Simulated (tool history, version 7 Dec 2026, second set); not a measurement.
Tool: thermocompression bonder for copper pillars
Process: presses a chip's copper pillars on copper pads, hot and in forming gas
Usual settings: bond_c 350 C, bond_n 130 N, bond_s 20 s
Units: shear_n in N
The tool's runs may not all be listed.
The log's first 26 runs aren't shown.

{"run": 27, "hour": 405.7, "bond_c": 356, "bond_n": 143, "bond_s": 24, "shear_n": 69.6}
{"run": 28, "hour": 428.0, "bond_c": 325, "bond_n": 87, "bond_s": 10, "shear_n": 21.3}
{"run": 29, "hour": 450.3, "bond_c": 367, "bond_n": 142, "bond_s": 39, "shear_n": 81.1}
{"run": 30, "hour": 473.2, "bond_c": 366, "bond_n": 162, "bond_s": 26, "shear_n": 77.7}
{"run": 31, "hour": 484.9, "bond_c": 328, "bond_n": 130, "bond_s": 36, "shear_n": 59.7}
{"hour": 499.7, "done": "forming gas filter changed"}
{"run": 32, "hour": 502.4, "bond_c": 342, "bond_n": 165, "bond_s": 20, "shear_n": 73.0}
{"run": 33, "hour": 525.9, "bond_c": 342, "bond_n": 165, "bond_s": 20, "shear_n": 72.5}
{"run": 34, "hour": 546.5, "bond_c": 372, "bond_n": 115, "bond_s": 20, "shear_n": 67.6}
{"run": 35, "hour": 561.2, "bond_c": 372, "bond_n": 115, "bond_s": 20, "shear_n": 67.3}
{"run": 36, "hour": 573.8, "bond_c": 372, "bond_n": 115, "bond_s": 20, "shear_n": 68.3}
{"run": 37, "hour": 586.9, "bond_c": 372, "bond_n": 115, "bond_s": 20, "shear_n": 66.0}
{"run": 38, "hour": 606.6, "bond_c": 372, "bond_n": 115, "bond_s": 20, "shear_n": 66.6}
{"run": 39, "hour": 620.8, "bond_c": 372, "bond_n": 124, "bond_s": 53, "shear_n": 86.3}

4 ways to go on from here, each from the tool as it stands after run 39. What would each give?
{"run": "A", "hour": 641.3, "bond_c": 372, "bond_n": 186, "bond_s": 53, "shear_n": "?"}
{"run": "B", "hour": 641.3, "bond_c": 345, "bond_n": 130, "bond_s": 20, "shear_n": "?"}
{"run": "C", "hour": 641.3, "bond_c": 335, "bond_n": 99, "bond_s": 30, "shear_n": "?"}
{"run": "D", "hour": 641.3, "bond_c": 334, "bond_n": 100, "bond_s": 51, "shear_n": "?"}

run=A shear_n=95.3
run=B shear_n=59.3
run=C shear_n=48.0
run=D shear_n=58.8
Without the tool's hidden state the same runs would have given:
run=A shear_n=97.8
run=B shear_n=60.5
run=C shear_n=48.8
run=D shear_n=59.9

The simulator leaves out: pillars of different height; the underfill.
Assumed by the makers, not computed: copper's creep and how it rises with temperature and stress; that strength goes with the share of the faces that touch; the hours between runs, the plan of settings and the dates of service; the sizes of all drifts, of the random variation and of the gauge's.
